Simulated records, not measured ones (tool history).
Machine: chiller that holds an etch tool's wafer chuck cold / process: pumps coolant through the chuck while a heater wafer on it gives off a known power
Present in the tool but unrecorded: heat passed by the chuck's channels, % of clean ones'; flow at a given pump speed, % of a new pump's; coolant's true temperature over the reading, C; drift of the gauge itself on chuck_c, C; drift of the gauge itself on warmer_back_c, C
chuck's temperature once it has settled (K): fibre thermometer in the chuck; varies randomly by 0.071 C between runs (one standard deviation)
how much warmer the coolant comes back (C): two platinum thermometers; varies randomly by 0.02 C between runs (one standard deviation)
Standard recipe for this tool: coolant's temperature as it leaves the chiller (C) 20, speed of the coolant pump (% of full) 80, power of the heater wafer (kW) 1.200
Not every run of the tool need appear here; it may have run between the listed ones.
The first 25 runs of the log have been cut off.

run	hour	coolant's temperature as it leaves the chiller (C)	speed of the coolant pump (% of full)	power of the heater wafer (kW)	hours since the coolant was changed and the channels were flushed	hours since the pump was overhauled	hours since the chiller's thermometer was calibrated	chuck's temperature once it has settled (K)	how much warmer the coolant comes back (C)
26	542.1	17	91	1.104	2692	766	2269	298.25	2.83
27	565.7	17	91	1.104	2716	790	2293	298.31	2.81
28	588.6	20	62	1.200	2739	813	2316	305.39	4.52
29	612.5	20	62	1.200	2763	837	2340	305.24	4.49
30	633.4	20	97	1.355	2784	858	2360	302.63	3.22
31	648.7	20	97	1.355	2799	873	2376	302.51	3.18
32	666.6	20	80	1.190	2817	891	2394	302.94	3.39
33	696.5	20	73	1.200	2847	921	2424	303.73	3.76

Branching from run 33: 3 alternative next runs. What would each branch give?
A	724.9	20	73	1.177	2875	949	2452	?	?
B	724.9	21	82	1.200	2875	949	2452	?	?
C	724.9	12	98	0.639	2875	949	2452	?	?

run	chuck's temperature once it has settled (K)	how much warmer the coolant comes back (C)
A	303.50	3.72
B	303.78	3.34
C	289.51	1.38
Without the tool's unlogged condition, the same runs would have read:
run	chuck's temperature once it has settled (K)	how much warmer the coolant comes back (C)
A	303.49	3.89
B	303.77	3.51
C	289.51	1.55

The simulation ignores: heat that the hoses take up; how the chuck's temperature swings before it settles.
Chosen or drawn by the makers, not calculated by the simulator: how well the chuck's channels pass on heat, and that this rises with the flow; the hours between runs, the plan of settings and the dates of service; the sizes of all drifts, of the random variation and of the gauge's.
